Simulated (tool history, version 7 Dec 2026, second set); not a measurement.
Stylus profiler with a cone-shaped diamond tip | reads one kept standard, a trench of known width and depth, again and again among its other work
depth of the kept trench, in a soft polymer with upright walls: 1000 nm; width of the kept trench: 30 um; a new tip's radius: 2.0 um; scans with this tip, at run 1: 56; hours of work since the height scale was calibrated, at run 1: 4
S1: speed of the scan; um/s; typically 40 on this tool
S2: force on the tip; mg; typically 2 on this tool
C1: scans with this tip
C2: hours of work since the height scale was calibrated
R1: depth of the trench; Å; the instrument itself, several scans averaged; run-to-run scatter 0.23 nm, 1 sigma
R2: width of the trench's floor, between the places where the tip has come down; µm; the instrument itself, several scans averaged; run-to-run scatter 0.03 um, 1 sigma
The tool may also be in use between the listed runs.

| run | day | S1 | S2 | C1 | C2 | R1 | R2 |
|---|---|---|---|---|---|---|---|
| 1 | 0 | 40 | 2 | 56 | 4 | 10079.3 | 26.45 |
| 2 | 0.671 | 25 | 2 | 192 | 15 | 10083.2 | 26.51 |
| 3 | 1.392 | 25 | 2 | 337 | 27 | 10081.6 | 26.51 |
| 4 | 2.112 | 25 | 2 | 483 | 39 | 10082.2 | 26.49 |
| 5 | 2.912 | 25 | 3.71 | 644 | 52 | 10117 | 26.42 |
| 6 | 3.875 | 96 | 2 | 839 | 68 | 10078.7 | 26.16 |
| 7 | 4.917 | 96 | 2 | 1049 | 85 | 10078.3 | 26.13 |
| 8 | 5.821 | 40 | 3.57 | 1232 | 100 | 10108.7 | 26.31 |
| 9 | 6.558 | 40 | 3.57 | 1380 | 112 | 10115.2 | 26.27 |
| 10 | 7.529 | 40 | 1.43 | 1577 | 127 | 10058.5 | 26.24 |
|  | 7.638 | height scale calibrated on a step standard |
| 11 | 8.567 | 40 | 1.43 | 1782 | 15 | 10054.1 | 26.19 |
| 12 | 9.504 | 40 | 1.43 | 1971 | 30 | 10055.9 | 26.18 |
| 13 | 10.408 | 40 | 1.43 | 2154 | 45 | 10051.5 | 26.11 |
|  | 10.492 | height scale calibrated on a step standard, once more |
| 14 | 11.129 | 40 | 1.43 | 2295 | 10 | 10064.2 | 26.17 |
| 15 | 11.858 | 40 | 1.43 | 2442 | 22 | 10055.6 | 26.07 |
| 16 | 12.604 | 40 | 2 | 2593 | 34 | 10071.1 | 26.15 |
| 17 | 13.1 | 40 | 2 | 2693 | 43 | 10072.8 | 26.09 |
| 18 | 13.658 | 40 | 2 | 2806 | 52 | 10073.8 | 26.09 |
| 19 | 14.717 | 40 | 2 | 3019 | 69 | 10070.6 | 26.08 |
| 20 | 15.288 | 22 | 0.89 | 3135 | 78 | 10038.9 | 26.05 |
| 21 | 16.296 | 47 | 0.9 | 3338 | 95 | 10038.9 | 25.88 |
| 22 | 17.167 | 76 | 5.2 | 3515 | 109 | 10138.7 | 25.99 |
| 23 | 18.233 | 76 | 5.2 | 3730 | 126 | 10137.9 | 25.95 |
| 24 | 18.8 | 76 | 5.2 | 3844 | 136 | 10138 | 25.95 |
| 25 | 19.775 | 76 | 5.2 | 4041 | 152 | 10139.1 | 25.83 |
| 26 | 20.525 | 27 | 0.87 | 4192 | 164 | 10033.4 | 25.93 |
| 27 | 21.192 | 36 | 2.68 | 4327 | 175 | 10084.1 | 25.97 |
| 28 | 21.838 | 36 | 2.68 | 4457 | 185 | 10081.5 | 25.93 |
| 29 | 22.754 | 35 | 2.96 | 4643 | 200 | 10089.2 | 25.93 |
| 30 | 23.362 | 19 | 1.85 | 4766 | 210 | 10061.7 | 25.93 |
| 31 | 24.317 | 97 | 0.8 | 4958 | 226 | 10034.9 | 25.43 |
| 32 | 25.021 | 17 | 3.74 | 5100 | 237 | 10103.3 | 25.91 |
| 33 | 26.004 | 21 | 3.61 | 5299 | 253 | 10105 | 25.89 |

Forecast each of these 5 alternatives for the next run:
| A | 26.517 | 65 | 2.47 | 5402 | 262 | ? | ? |
| B | 26.517 | 97 | 2.75 | 5402 | 262 | ? | ? |
| C | 26.517 | 17 | 2.52 | 5402 | 262 | ? | ? |
| D | 26.517 | 83 | 2.49 | 5402 | 262 | ? | ? |
| E | 26.517 | 15 | 2 | 5402 | 262 | ? | ? |

| run | R1 | R2 |
|---|---|---|
| A | 10076 | 25.7 |
| B | 10081.3 | 25.59 |
| C | 10080.6 | 25.91 |
| D | 10072.4 | 25.71 |
| E | 10063.5 | 25.85 |
Without the tool's hidden state the same runs would have given:
| run | R1 | R2 |
|---|---|---|
| A | 10090.3 | 26.3 |
| B | 10095.7 | 26.18 |
| C | 10095 | 26.5 |
| D | 10086.8 | 26.3 |
| E | 10077.9 | 26.44 |

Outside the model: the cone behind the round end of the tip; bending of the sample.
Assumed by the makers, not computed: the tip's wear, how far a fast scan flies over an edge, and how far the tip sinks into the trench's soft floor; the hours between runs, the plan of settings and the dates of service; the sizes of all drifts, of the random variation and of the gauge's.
